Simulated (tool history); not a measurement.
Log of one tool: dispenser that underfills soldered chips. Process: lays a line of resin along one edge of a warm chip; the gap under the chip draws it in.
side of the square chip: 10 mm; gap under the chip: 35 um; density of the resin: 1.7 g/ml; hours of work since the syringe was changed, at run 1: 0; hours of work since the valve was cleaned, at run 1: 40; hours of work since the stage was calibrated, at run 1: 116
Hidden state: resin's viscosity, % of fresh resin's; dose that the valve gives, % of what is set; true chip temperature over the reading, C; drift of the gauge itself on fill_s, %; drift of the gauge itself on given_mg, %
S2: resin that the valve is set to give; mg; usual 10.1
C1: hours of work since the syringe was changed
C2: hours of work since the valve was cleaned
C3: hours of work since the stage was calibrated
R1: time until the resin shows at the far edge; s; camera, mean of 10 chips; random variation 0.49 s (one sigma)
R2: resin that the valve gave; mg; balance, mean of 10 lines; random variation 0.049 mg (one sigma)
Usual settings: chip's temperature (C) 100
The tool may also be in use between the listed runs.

{"run": 1, "hour": 0.0, "chip's temperature (C)": 100, "S2": 10.1, "C1": 0, "C2": 40, "C3": 116, "R1": 37.7, "R2": 9.81}
{"run": 2, "hour": 4.5, "chip's temperature (C)": 100, "S2": 10.1, "C1": 3, "C2": 43, "C3": 119, "R1": 49.6, "R2": 9.81}
{"run": 3, "hour": 8.0, "chip's temperature (C)": 100, "S2": 10.1, "C1": 5, "C2": 45, "C3": 121, "R1": 61.4, "R2": 9.94}
{"hour": 13.9, "done": "dispensing valve cleaned and set on the balance"}
{"run": 4, "hour": 15.0, "chip's temperature (C)": 100, "S2": 10.1, "C1": 9, "C2": 1, "C3": 125, "R1": 83.8, "R2": 9.97}
{"hour": 19.7, "done": "new syringe of resin"}
{"run": 5, "hour": 21.8, "chip's temperature (C)": 100, "S2": 10.1, "C1": 1, "C2": 5, "C3": 129, "R1": 42.1, "R2": 10.06}
{"run": 6, "hour": 26.4, "chip's temperature (C)": 100, "S2": 10.1, "C1": 4, "C2": 8, "C3": 132, "R1": 55.4, "R2": 10.21}
{"run": 7, "hour": 33.8, "chip's temperature (C)": 100, "S2": 10.1, "C1": 9, "C2": 13, "C3": 137, "R1": 83.7, "R2": 10.03}
{"hour": 38.4, "done": "new syringe of resin"}
{"run": 8, "hour": 41.8, "chip's temperature (C)": 100, "S2": 10.1, "C1": 2, "C2": 18, "C3": 142, "R1": 46.4, "R2": 10.01}
{"run": 9, "hour": 46.9, "chip's temperature (C)": 100, "S2": 10.1, "C1": 6, "C2": 21, "C3": 145, "R1": 61.8, "R2": 9.95}
{"run": 10, "hour": 54.2, "chip's temperature (C)": 100, "S2": 8.7, "C1": 10, "C2": 26, "C3": 150, "R1": 93.2, "R2": 8.56}
{"hour": 57.0, "done": "new syringe of resin"}
{"run": 11, "hour": 59.2, "chip's temperature (C)": 98, "S2": 10.1, "C1": 1, "C2": 29, "C3": 153, "R1": 46.4, "R2": 9.93}
{"run": 12, "hour": 64.7, "chip's temperature (C)": 100, "S2": 10.1, "C1": 5, "C2": 32, "C3": 157, "R1": 57.9, "R2": 9.9}
{"run": 13, "hour": 72.3, "chip's temperature (C)": 85, "S2": 11.3, "C1": 10, "C2": 37, "C3": 161, "R1": 155.7, "R2": 11.12}
{"hour": 75.5, "done": "new syringe of resin"}
{"run": 14, "hour": 79.7, "chip's temperature (C)": 87, "S2": 10.3, "C1": 3, "C2": 42, "C3": 166, "R1": 77.7, "R2": 10.08}
{"run": 15, "hour": 85.7, "chip's temperature (C)": 87, "S2": 10.3, "C1": 7, "C2": 46, "C3": 170, "R1": 109, "R2": 9.93}
{"hour": 90.6, "done": "dispensing valve cleaned and set on the balance"}
{"run": 16, "hour": 92.4, "chip's temperature (C)": 115, "S2": 12.8, "C1": 10, "C2": 1, "C3": 174, "R1": 55.5, "R2": 12.8}
{"hour": 95.2, "done": "new syringe of resin"}
{"run": 17, "hour": 97.4, "chip's temperature (C)": 113, "S2": 11.1, "C1": 1, "C2": 4, "C3": 177, "R1": 27.5, "R2": 11.13}
{"run": 18, "hour": 104.2, "chip's temperature (C)": 94, "S2": 9, "C1": 6, "C2": 9, "C3": 181, "R1": 78.5, "R2": 8.99}
{"run": 19, "hour": 111.1, "chip's temperature (C)": 100, "S2": 12.2, "C1": 10, "C2": 13, "C3": 186, "R1": 91.8, "R2": 12.14}
{"hour": 113.5, "done": "new syringe of resin"}
{"run": 20, "hour": 117.9, "chip's temperature (C)": 105, "S2": 10, "C1": 3, "C2": 17, "C3": 190, "R1": 41.6, "R2": 9.82}
{"run": 21, "hour": 125.6, "chip's temperature (C)": 96, "S2": 12.8, "C1": 8, "C2": 22, "C3": 195, "R1": 85.5, "R2": 12.65}
{"hour": 132.2, "done": "new syringe of resin"}
{"run": 22, "hour": 133.3, "chip's temperature (C)": 94, "S2": 10.3, "C1": 1, "C2": 27, "C3": 199, "R1": 49, "R2": 10.15}
{"run": 23, "hour": 139.8, "chip's temperature (C)": 88, "S2": 10.1, "C1": 5, "C2": 31, "C3": 204, "R1": 90.2, "R2": 9.94}

5 ways to go on from here, each from the tool as it stands after run 23. What would each give?
{"run": "A", "hour": 146.8, "chip's temperature (C)": 110, "S2": 10.7, "C1": 9, "C2": 36, "C3": 208, "R1": "?", "R2": "?"}
{"run": "B", "hour": 146.8, "chip's temperature (C)": 103, "S2": 8.8, "C1": 9, "C2": 36, "C3": 208, "R1": "?", "R2": "?"}
{"run": "C", "hour": 146.8, "chip's temperature (C)": 114, "S2": 11.1, "C1": 9, "C2": 36, "C3": 208, "R1": "?", "R2": "?"}
{"run": "D", "hour": 146.8, "chip's temperature (C)": 91, "S2": 10.1, "C1": 9, "C2": 36, "C3": 208, "R1": "?", "R2": "?"}
{"run": "E", "hour": 146.8, "chip's temperature (C)": 102, "S2": 11.3, "C1": 9, "C2": 36, "C3": 208, "R1": "?", "R2": "?"}

run=A R1=60.5 R2=10.45
run=B R1=77.2 R2=8.55
run=C R1=52.9 R2=10.86
run=D R1=118.4 R2=9.81
run=E R1=80.4 R2=11.14
Without the tool's hidden state the same runs would have given:
run=A R1=27.4 R2=10.69
run=B R1=35.5 R2=8.75
run=C R1=24.2 R2=11.11
run=D R1=54.5 R2=10.03
run=E R1=37.3 R2=11.39
